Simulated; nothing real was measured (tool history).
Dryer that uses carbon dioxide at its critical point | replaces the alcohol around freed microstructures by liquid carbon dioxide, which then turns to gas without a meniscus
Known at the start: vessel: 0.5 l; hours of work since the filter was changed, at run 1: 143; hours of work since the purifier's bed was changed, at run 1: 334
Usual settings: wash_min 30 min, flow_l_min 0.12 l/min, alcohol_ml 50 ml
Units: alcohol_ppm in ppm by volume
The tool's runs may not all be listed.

run,hour,wash_min,flow_l_min,alcohol_ml,hours of work since the filter was changed,hours of work since the purifier's bed was changed,alcohol_ppm
1,0,30,0.12,50,143,334,676
2,16.3,30,0.12,50,154,345,702
3,27.2,30,0.12,50,161,353,728
4,45.9,30,0.12,50,174,366,774
5,54.2,30,0.12,50,180,371,759
6,66,30,0.12,50,188,379,810
7,85.3,19,0.12,50,201,393,4713
8,100.2,27,0.12,50,211,403,1375
9,117.7,27,0.12,50,223,415,1447
10,131.4,30,0.102,92,233,424,3485
# hour 145.3: inlet filter changed
11,147.6,30,0.128,34,2,435,231
12,162.4,37,0.151,50,12,445,73
13,178.4,35,0.12,50,23,456,226
14,196.2,28,0.154,39,35,468,177
15,210.8,31,0.119,118,45,478,987

Run 16 comes next. What will it give?
16,228.7,19,0.081,65,57,490,?

alcohol_ppm: 12954 ppm by volume
Without the tool's hidden state the same run would have given alcohol_ppm 11696 ppm by volume.
